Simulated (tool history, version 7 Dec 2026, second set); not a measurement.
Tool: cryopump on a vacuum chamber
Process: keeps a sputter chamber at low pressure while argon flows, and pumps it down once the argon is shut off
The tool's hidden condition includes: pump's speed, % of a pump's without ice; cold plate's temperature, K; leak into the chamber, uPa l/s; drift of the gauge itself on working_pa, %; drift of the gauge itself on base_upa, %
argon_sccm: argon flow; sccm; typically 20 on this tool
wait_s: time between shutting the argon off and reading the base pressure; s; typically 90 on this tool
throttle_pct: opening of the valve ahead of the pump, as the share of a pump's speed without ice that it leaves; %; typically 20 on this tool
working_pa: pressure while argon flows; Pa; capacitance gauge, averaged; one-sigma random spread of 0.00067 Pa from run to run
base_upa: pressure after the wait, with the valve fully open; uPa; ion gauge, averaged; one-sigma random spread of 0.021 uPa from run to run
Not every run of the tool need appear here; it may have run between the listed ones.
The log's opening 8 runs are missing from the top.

run    hour  argon_sccm  wait_s  throttle_pct  hours of work since the pump was warmed up and emptied  hours of work since the cold head was overhauled  hours of work since the chamber's fittings were tightened  working_pa  base_upa
  9   531.0          12      90            20                                                     501                                               501                                                        325      0.0691      0.57
 10   574.5          20      90            16                                                     535                                               535                                                        358      0.1433      0.68
 11   642.4           8      90            16                                                     588                                               588                                                        411      0.0582      0.69
 12   717.4           8      90            16                                                     646                                               646                                                        470      0.0575      0.71
 13   773.6          16      90            16                                                     690                                               690                                                        513      0.1182      0.70
 14   826.1          16      90            16                                                     731                                               731                                                        554      0.1167      0.74
 15   863.9          16      90            16                                                     760                                               760                                                        584      0.1169      0.78
 16   915.7           9      90            20                                                     800                                               800                                                        624      0.0527      0.76
 17   962.7          20     208            37                                                     837                                               837                                                        660      0.0687      0.65
      988.6  -- pump warmed up, emptied and cooled again
 18  1036.1          20     208            30                                                      37                                               890                                                        714      0.0745      0.50
 19  1078.6          35     208            50                                                      70                                               923                                                        747      0.0795      0.52
 20  1133.8          15      33            18                                                     113                                               966                                                        790      0.0934      1.25
 21  1199.5          14      90            36                                                     164                                              1017                                                        841      0.0447      0.74
 22  1252.5          14      90            36                                                     205                                              1059                                                        882      0.0432      0.71
 23  1303.4          15      63            20                                                     245                                              1098                                                        922      0.0837      0.88
 24  1380.5          18      59            57                                                     305                                              1158                                                        982      0.0377      0.97
 25  1423.2          28      69            20                                                     338                                              1191                                                       1015      0.1601      0.91
 26  1469.7          28      69            20                                                     374                                              1228                                                       1051      0.1598      0.95
 27  1555.0          15      31            43                                                     441                                              1294                                                       1117      0.0427      1.51
 28  1601.9          15      31            49                                                     477                                              1330                                                       1154      0.0372      1.52
 29  1672.2          15      31            49                                                     532                                              1385                                                       1209      0.0380      1.54
 30  1736.1          15     224            27                                                     582                                              1435                                                       1258      0.0651      0.72
 31  1810.2          14      90            25                                                     639                                              1493                                                       1316      0.0668      0.99
 32  1893.1           9      91            16                                                     704                                              1557                                                       1380      0.0655      1.03

Consider 3 possible next runs. They are alternatives, not a sequence: every one starts from the tool as it was left by run 32. What does each give?
  A  1956.6          22     150            29                                                     753                                              1606                                                       1430           ?         ?
  B  1956.6          11      41            40                                                     753                                              1606                                                       1430           ?         ?
  C  1956.6          20      39            20                                                     753                                              1606                                                       1430           ?         ?

run  working_pa  base_upa
  A      0.0937      0.90
  B      0.0346      1.42
  C      0.1186      1.40
What these runs would have given with no unlogged condition in the tool:
run  working_pa  base_upa
  A      0.0848      0.38
  B      0.0301      0.88
  C      0.1105      0.88
